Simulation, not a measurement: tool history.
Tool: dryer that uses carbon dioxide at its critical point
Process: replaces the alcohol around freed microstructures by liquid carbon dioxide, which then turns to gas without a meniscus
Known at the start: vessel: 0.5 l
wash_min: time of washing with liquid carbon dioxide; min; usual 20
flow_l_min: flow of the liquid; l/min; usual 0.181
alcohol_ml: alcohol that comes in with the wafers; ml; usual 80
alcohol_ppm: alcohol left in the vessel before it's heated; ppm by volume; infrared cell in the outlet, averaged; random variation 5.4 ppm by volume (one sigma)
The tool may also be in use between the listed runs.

run	hour	wash_min	flow_l_min	alcohol_ml	alcohol_ppm
1	0	20	0.181	80	373
2	23.2	20	0.181	80	400
3	41.7	20	0.181	80	409
4	71.9	20	0.181	71	395
5	102.4	20	0.181	71	419
6	127.2	20	0.181	71	427
7	157.6	20	0.181	71	423
8	175.3	20	0.181	71	439
9	207.3	20	0.181	71	456
10	224.3	20	0.117	71	2937
11	242.8	20	0.117	71	3005
12	268.4	20	0.117	46	1102
13	293.3	20	0.117	46	1111
14	307.9	20	0.117	46	1182
15	339.2	20	0.117	46	1167
16	361.4	20	0.181	103	342
17	391.2	20	0.181	103	366
18	412.7	20	0.181	80	326
19	445.4	20	0.181	80	346
20	468.9	20	0.181	80	359
21	488.4	19	0.181	80	443
22	510.9	20	0.181	80	344
23	537.2	20	0.112	67	2278
24	558.8	16	0.243	89	322
25	583.1	16	0.243	89	326
26	606.3	21	0.243	89	198
27	636.5	21	0.243	89	204
28	652	13	0.243	89	792
29	684.7	13	0.243	89	809
30	712.1	13	0.231	41	569
31	729	13	0.154	80	4816
32	748.5	13	0.154	80	4800
33	770.5	13	0.154	80	4824
34	791.7	13	0.154	80	4956
35	812.4	13	0.154	80	5026
36	837.6	13	0.124	48	6012
37	861.8	13	0.124	48	6038
38	890	20	0.117	48	1910
39	913.7	24	0.181	80	321
40	941.9	28	0.181	75	249
41	956.7	28	0.248	75	217
42	971.4	28	0.248	75	222
43	994.2	30	0.181	80	243
44	1020.7	30	0.181	80	246

Taken out of this log: 1 entry between the listed runs. Where each belongs, and how the hidden state differs across it:
Between runs 11 and 12: inlet filter changed (hour 268.4)
  flow that reaches the vessel past the clogged filter, %: 85.9 -> 99.8; alcohol in the recycled carbon dioxide, ppm: 143 -> 145.8
  measured less the result without the state, alcohol_ppm: +1500 -> +148 ppm by volume
